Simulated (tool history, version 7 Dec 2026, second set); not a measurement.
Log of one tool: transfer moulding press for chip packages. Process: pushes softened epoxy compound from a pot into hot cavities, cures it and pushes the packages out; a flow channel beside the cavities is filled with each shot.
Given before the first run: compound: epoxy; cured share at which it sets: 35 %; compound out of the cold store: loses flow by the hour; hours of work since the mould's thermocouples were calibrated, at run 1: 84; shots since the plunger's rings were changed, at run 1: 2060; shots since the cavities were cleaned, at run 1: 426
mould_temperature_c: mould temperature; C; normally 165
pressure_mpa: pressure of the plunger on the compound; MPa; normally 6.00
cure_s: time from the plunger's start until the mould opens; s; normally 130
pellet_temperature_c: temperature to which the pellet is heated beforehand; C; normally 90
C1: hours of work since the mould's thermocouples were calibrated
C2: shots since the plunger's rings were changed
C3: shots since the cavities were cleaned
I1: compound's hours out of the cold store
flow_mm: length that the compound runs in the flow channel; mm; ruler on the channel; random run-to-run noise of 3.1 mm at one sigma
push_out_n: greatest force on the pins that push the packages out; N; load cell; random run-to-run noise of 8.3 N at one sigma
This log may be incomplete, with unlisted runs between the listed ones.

{"run": 1, "hour": 0.0, "mould_temperature_c": 165, "pressure_mpa": 6.0, "cure_s": 130, "pellet_temperature_c": 90, "C1": 84, "C2": 2060, "C3": 426, "I1": 32.6, "flow_mm": 493, "push_out_n": 478}
{"hour": 51.3, "done": "cavities cleaned with cleaning compound and waxed"}
{"run": 2, "hour": 62.8, "mould_temperature_c": 165, "pressure_mpa": 6.0, "cure_s": 130, "pellet_temperature_c": 90, "C1": 120, "C2": 2587, "C3": 98, "I1": 13.1, "flow_mm": 537, "push_out_n": 612}
{"run": 3, "hour": 113.2, "mould_temperature_c": 165, "pressure_mpa": 6.0, "cure_s": 130, "pellet_temperature_c": 90, "C1": 150, "C2": 3021, "C3": 532, "I1": 39.1, "flow_mm": 473, "push_out_n": 566}
{"hour": 149.0, "done": "cavities cleaned with cleaning compound and waxed"}
{"run": 4, "hour": 153.8, "mould_temperature_c": 165, "pressure_mpa": 6.0, "cure_s": 130, "pellet_temperature_c": 90, "C1": 172, "C2": 3357, "C3": 42, "I1": 30.2, "flow_mm": 490, "push_out_n": 378}
{"hour": 189.8, "done": "plunger's sealing rings changed"}
{"run": 5, "hour": 193.5, "mould_temperature_c": 165, "pressure_mpa": 6.0, "cure_s": 130, "pellet_temperature_c": 90, "C1": 194, "C2": 31, "C3": 361, "I1": 42.3, "flow_mm": 484, "push_out_n": 447}
{"hour": 206.6, "done": "cavities cleaned with cleaning compound and waxed, once more"}
{"run": 6, "hour": 241.7, "mould_temperature_c": 165, "pressure_mpa": 6.0, "cure_s": 130, "pellet_temperature_c": 90, "C1": 221, "C2": 433, "C3": 302, "I1": 30.3, "flow_mm": 505, "push_out_n": 449}
{"run": 7, "hour": 301.0, "mould_temperature_c": 165, "pressure_mpa": 6.0, "cure_s": 130, "pellet_temperature_c": 90, "C1": 256, "C2": 943, "C3": 812, "I1": 27.7, "flow_mm": 509, "push_out_n": 515}
{"hour": 305.5, "done": "cavities cleaned with cleaning compound and waxed"}
{"run": 8, "hour": 352.0, "mould_temperature_c": 165, "pressure_mpa": 6.0, "cure_s": 130, "pellet_temperature_c": 90, "C1": 285, "C2": 1367, "C3": 399, "I1": 37.6, "flow_mm": 488, "push_out_n": 471}
{"run": 9, "hour": 393.0, "mould_temperature_c": 165, "pressure_mpa": 6.0, "cure_s": 130, "pellet_temperature_c": 90, "C1": 309, "C2": 1720, "C3": 752, "I1": 21.0, "flow_mm": 519, "push_out_n": 497}
{"hour": 405.9, "done": "cavities cleaned with cleaning compound and waxed"}
{"run": 10, "hour": 438.4, "mould_temperature_c": 165, "pressure_mpa": 6.0, "cure_s": 130, "pellet_temperature_c": 90, "C1": 334, "C2": 2097, "C3": 279, "I1": 20.9, "flow_mm": 519, "push_out_n": 439}
{"run": 11, "hour": 499.4, "mould_temperature_c": 165, "pressure_mpa": 6.0, "cure_s": 130, "pellet_temperature_c": 90, "C1": 370, "C2": 2622, "C3": 804, "I1": 24.9, "flow_mm": 508, "push_out_n": 519}
{"hour": 503.9, "done": "cavities cleaned with cleaning compound and waxed"}
{"run": 12, "hour": 546.8, "mould_temperature_c": 167, "pressure_mpa": 6.0, "cure_s": 130, "pellet_temperature_c": 90, "C1": 397, "C2": 3017, "C3": 369, "I1": 10.6, "flow_mm": 538, "push_out_n": 444}
{"run": 13, "hour": 591.2, "mould_temperature_c": 165, "pressure_mpa": 6.0, "cure_s": 130, "pellet_temperature_c": 90, "C1": 423, "C2": 3398, "C3": 750, "I1": 12.1, "flow_mm": 533, "push_out_n": 530}
{"hour": 601.7, "done": "cavities cleaned with cleaning compound and waxed"}
{"hour": 622.9, "done": "plunger's sealing rings changed"}
{"run": 14, "hour": 633.8, "mould_temperature_c": 165, "pressure_mpa": 4.58, "cure_s": 130, "pellet_temperature_c": 90, "C1": 445, "C2": 94, "C3": 255, "I1": 22.7, "flow_mm": 459, "push_out_n": 429}
{"run": 15, "hour": 686.5, "mould_temperature_c": 173, "pressure_mpa": 6.44, "cure_s": 130, "pellet_temperature_c": 90, "C1": 476, "C2": 546, "C3": 707, "I1": 47.2, "flow_mm": 464, "push_out_n": 381}
{"hour": 701.8, "done": "cavities cleaned with cleaning compound and waxed"}
{"run": 16, "hour": 733.4, "mould_temperature_c": 173, "pressure_mpa": 6.44, "cure_s": 130, "pellet_temperature_c": 90, "C1": 503, "C2": 936, "C3": 270, "I1": 25.1, "flow_mm": 516, "push_out_n": 331}
{"run": 17, "hour": 793.2, "mould_temperature_c": 173, "pressure_mpa": 6.44, "cure_s": 130, "pellet_temperature_c": 90, "C1": 537, "C2": 1451, "C3": 785, "I1": 29.0, "flow_mm": 503, "push_out_n": 396}
{"hour": 800.4, "done": "cavities cleaned with cleaning compound and waxed"}
{"run": 18, "hour": 821.0, "mould_temperature_c": 173, "pressure_mpa": 6.44, "cure_s": 130, "pellet_temperature_c": 94, "C1": 553, "C2": 1677, "C3": 177, "I1": 23.7, "flow_mm": 513, "push_out_n": 325}
{"run": 19, "hour": 869.1, "mould_temperature_c": 173, "pressure_mpa": 4.82, "cure_s": 134, "pellet_temperature_c": 94, "C1": 581, "C2": 2090, "C3": 590, "I1": 25.1, "flow_mm": 437, "push_out_n": 384}
{"hour": 900.4, "done": "cavities cleaned with cleaning compound and waxed"}
{"run": 20, "hour": 930.4, "mould_temperature_c": 169, "pressure_mpa": 6.76, "cure_s": 147, "pellet_temperature_c": 84, "C1": 616, "C2": 2604, "C3": 258, "I1": 23.0, "flow_mm": 535, "push_out_n": 329}
{"run": 21, "hour": 965.6, "mould_temperature_c": 166, "pressure_mpa": 5.81, "cure_s": 147, "pellet_temperature_c": 84, "C1": 636, "C2": 2907, "C3": 561, "I1": 44.4, "flow_mm": 452, "push_out_n": 408}
{"hour": 999.4, "done": "cavities cleaned with cleaning compound and waxed"}
{"run": 22, "hour": 1012.4, "mould_temperature_c": 166, "pressure_mpa": 4.69, "cure_s": 147, "pellet_temperature_c": 91, "C1": 663, "C2": 3297, "C3": 112, "I1": 37.7, "flow_mm": 421, "push_out_n": 319}
{"hour": 1056.1, "done": "plunger's sealing rings changed"}
{"run": 23, "hour": 1068.8, "mould_temperature_c": 165, "pressure_mpa": 6.82, "cure_s": 130, "pellet_temperature_c": 99, "C1": 694, "C2": 108, "C3": 574, "I1": 19.7, "flow_mm": 565, "push_out_n": 459}
{"hour": 1101.3, "done": "cavities cleaned with cleaning compound and waxed"}
{"run": 24, "hour": 1109.7, "mould_temperature_c": 165, "pressure_mpa": 5.29, "cure_s": 130, "pellet_temperature_c": 96, "C1": 717, "C2": 447, "C3": 72, "I1": 16.0, "flow_mm": 498, "push_out_n": 374}
{"run": 25, "hour": 1162.5, "mould_temperature_c": 165, "pressure_mpa": 6.18, "cure_s": 130, "pellet_temperature_c": 90, "C1": 748, "C2": 901, "C3": 526, "I1": 10.9, "flow_mm": 561, "push_out_n": 478}
{"run": 26, "hour": 1195.7, "mould_temperature_c": 165, "pressure_mpa": 5.01, "cure_s": 159, "pellet_temperature_c": 98, "C1": 767, "C2": 1187, "C3": 812, "I1": 43.9, "flow_mm": 427, "push_out_n": 394}
{"hour": 1201.9, "done": "cavities cleaned with cleaning compound and waxed"}
{"run": 27, "hour": 1237.3, "mould_temperature_c": 165, "pressure_mpa": 5.01, "cure_s": 159, "pellet_temperature_c": 98, "C1": 791, "C2": 1531, "C3": 305, "I1": 42.0, "flow_mm": 429, "push_out_n": 362}

Results for each run, recomputed without the tool's hidden state and with each run's random variation untouched:
Hidden conditions of the tool in this case: true mould temperature over the reading, C; pressure that reaches the compound, % of what is set; grip of the stained cavities, % over clean ones'; drift of the gauge itself on flow_mm, %; drift of the gauge itself on push_out_n, %.
run=1 flow_mm=503 push_out_n=363
run=2 flow_mm=552 push_out_n=363
run=3 flow_mm=488 push_out_n=357
run=4 flow_mm=507 push_out_n=362
run=5 flow_mm=487 push_out_n=344
run=6 flow_mm=510 push_out_n=358
run=7 flow_mm=516 push_out_n=360
run=8 flow_mm=497 push_out_n=360
run=9 flow_mm=531 push_out_n=349
run=10 flow_mm=532 push_out_n=363
run=11 flow_mm=524 push_out_n=365
run=12 flow_mm=557 push_out_n=350
run=13 flow_mm=553 push_out_n=380
run=14 flow_mm=464 push_out_n=356
run=15 flow_mm=470 push_out_n=259
run=16 flow_mm=524 push_out_n=262
run=17 flow_mm=513 push_out_n=269
run=18 flow_mm=524 push_out_n=274
run=19 flow_mm=449 push_out_n=269
run=20 flow_mm=552 push_out_n=260
run=21 flow_mm=468 push_out_n=295
run=22 flow_mm=437 push_out_n=285
run=23 flow_mm=571 push_out_n=347
run=24 flow_mm=505 push_out_n=368
run=25 flow_mm=571 push_out_n=368
run=26 flow_mm=436 push_out_n=269
run=27 flow_mm=439 push_out_n=285
